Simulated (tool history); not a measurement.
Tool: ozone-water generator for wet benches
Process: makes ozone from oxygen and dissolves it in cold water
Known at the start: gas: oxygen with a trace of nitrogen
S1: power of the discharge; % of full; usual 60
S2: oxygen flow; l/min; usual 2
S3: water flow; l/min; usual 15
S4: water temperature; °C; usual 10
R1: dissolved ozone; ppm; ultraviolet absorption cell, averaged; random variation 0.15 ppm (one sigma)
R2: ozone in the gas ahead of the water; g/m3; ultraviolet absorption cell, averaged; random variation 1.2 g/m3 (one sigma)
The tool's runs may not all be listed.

Run 1, hour 0: usual settings. Result: R1 17.9 ppm, R2 212.1 g/m3.
Run 2, hour 94.9: usual settings but S4 9 °C. Result: R1 17.9 ppm, R2 211.5 g/m3.
Run 3, hour 214.3: usual settings but S4 9 °C. Result: R1 17.8 ppm, R2 211 g/m3.
Run 4, hour 336.4: usual settings but S4 9 °C. Result: R1 17.8 ppm, R2 214.7 g/m3.
Run 5, hour 453.8: usual settings but S4 9 °C. Result: R1 17.8 ppm, R2 213.3 g/m3.
Run 6, hour 519.9: usual settings but S4 9 °C. Result: R1 17.9 ppm, R2 212.9 g/m3.
Run 7, hour 645.5: usual settings but S3 19 l/min, S4 9 °C. Result: R1 14 ppm, R2 212 g/m3.
Run 8, hour 775.4: usual settings. Result: R1 17.7 ppm, R2 213.2 g/m3.
Run 9, hour 876.7: usual settings. Result: R1 17.4 ppm, R2 213.8 g/m3.
Run 10, hour 986.3: usual settings. Result: R1 17.5 ppm, R2 212.4 g/m3.
Run 11, hour 1091.2: usual settings. Result: R1 17.6 ppm, R2 211.7 g/m3.
Run 12, hour 1160.1: usual settings but S2 1.74 l/min. Result: R1 16.8 ppm, R2 229.2 g/m3.
Run 13, hour 1227.3: usual settings. Result: R1 17.5 ppm, R2 211.4 g/m3.
Run 14, hour 1295.7: usual settings but S2 1.01 l/min. Result: R1 14.2 ppm, R2 301.5 g/m3.
Run 15, hour 1366.5: usual settings but S1 55 % of full. Result: R1 16.5 ppm, R2 197.9 g/m3.
Run 16, hour 1504: usual settings but S2 1.08 l/min. Result: R1 14.6 ppm, R2 291.2 g/m3.
Run 17, hour 1629: usual settings but S2 1.08 l/min. Result: R1 14.5 ppm, R2 291 g/m3.
Run 18, hour 1762.8: usual settings but S2 3.18 l/min, S3 12 l/min, S4 16 °C. Result: R1 21.8 ppm, R2 164.1 g/m3.
Run 19, hour 1839.1: usual settings but S4 12 °C. Result: R1 17.2 ppm, R2 210.3 g/m3.
Run 20, hour 1897.7: usual settings but S1 94 % of full, S2 1.17 l/min, S3 13 l/min, S4 7 °C. Result: R1 24.9 ppm, R2 392 g/m3.
Run 21, hour 1987.4: usual settings but S2 3.23 l/min, S3 10 l/min. Result: R1 26.3 ppm, R2 163.2 g/m3.
Run 22, hour 2081.3: usual settings but S4 8 °C. Result: R1 17.6 ppm, R2 210.8 g/m3.
At hour 2143.4: water thermometer calibrated.
Run 23, hour 2167.6: usual settings but S4 8 °C. Result: R1 17.5 ppm, R2 208.4 g/m3.
Run 24, hour 2239.4: usual settings but S2 1.04 l/min, S3 19 l/min, S4 13 °C. Result: R1 10.9 ppm, R2 293.5 g/m3.
Run 25, hour 2349.9: usual settings but S1 93 % of full, S2 2.43 l/min, S3 16 l/min, S4 17 °C. Result: R1 22.1 ppm, R2 267.5 g/m3.
Run 26, hour 2467.4: usual settings but S3 16 l/min, S4 16 °C. Result: R1 15.5 ppm, R2 206.9 g/m3.
Run 27, hour 2590.5: usual settings but S3 19 l/min, S4 16 °C. Result: R1 13 ppm, R2 209.5 g/m3.
Run 28, hour 2719.6: usual settings but S2 2.75 l/min, S3 23 l/min, S4 12 °C. Result: R1 11.7 ppm, R2 177.4 g/m3.
Run 29, hour 2855.7: usual settings but S2 2.75 l/min, S3 23 l/min, S4 12 °C. Result: R1 11.6 ppm, R2 177.8 g/m3.
Run 30, hour 2981.1: usual settings but S2 1.72 l/min, S3 10 l/min, S4 8 °C. Result: R1 25.5 ppm, R2 226.3 g/m3.
Run 31, hour 3118.4: usual settings but S1 70 % of full, S2 1.72 l/min, S3 23 l/min, S4 8 °C. Result: R1 11.7 ppm, R2 253.5 g/m3.
Run 32, hour 3208.9: usual settings but S1 59 % of full, S2 1.06 l/min, S3 10 l/min, S4 9 °C. Result: R1 21.6 ppm, R2 285.6 g/m3.
Run 33, hour 3312: usual settings but S2 1.33 l/min, S3 20 l/min, S4 9 °C. Result: R1 11.2 ppm, R2 257.6 g/m3.

Forecast each of these 4 alternatives for the next run:
Run A, hour 3398.2: usual settings but S2 1.33 l/min, S3 20 l/min, S4 5 °C. Result: R1 ?, R2 ?.
Run B, hour 3398.2: usual settings but S1 69 % of full, S2 2.5 l/min, S3 17 l/min, S4 9 °C. Result: R1 ?, R2 ?.
Run C, hour 3398.2: usual settings but S1 61 % of full, S2 1.33 l/min, S3 20 l/min, S4 13 °C. Result: R1 ?, R2 ?.
Run D, hour 3398.2: usual settings but S2 1.83 l/min, S3 17 l/min, S4 16 °C. Result: R1 ?, R2 ?.

run    R1     R2
  A  11.1  258.2
  B  17.7  203.5
  C  11.1  260.8
  D  13.9  217.2
Without the tool's hidden state the same runs would have given:
run    R1     R2
  A  12.2    271
  B  19.4  214.9
  C  12.2    274
  D  15.2    228

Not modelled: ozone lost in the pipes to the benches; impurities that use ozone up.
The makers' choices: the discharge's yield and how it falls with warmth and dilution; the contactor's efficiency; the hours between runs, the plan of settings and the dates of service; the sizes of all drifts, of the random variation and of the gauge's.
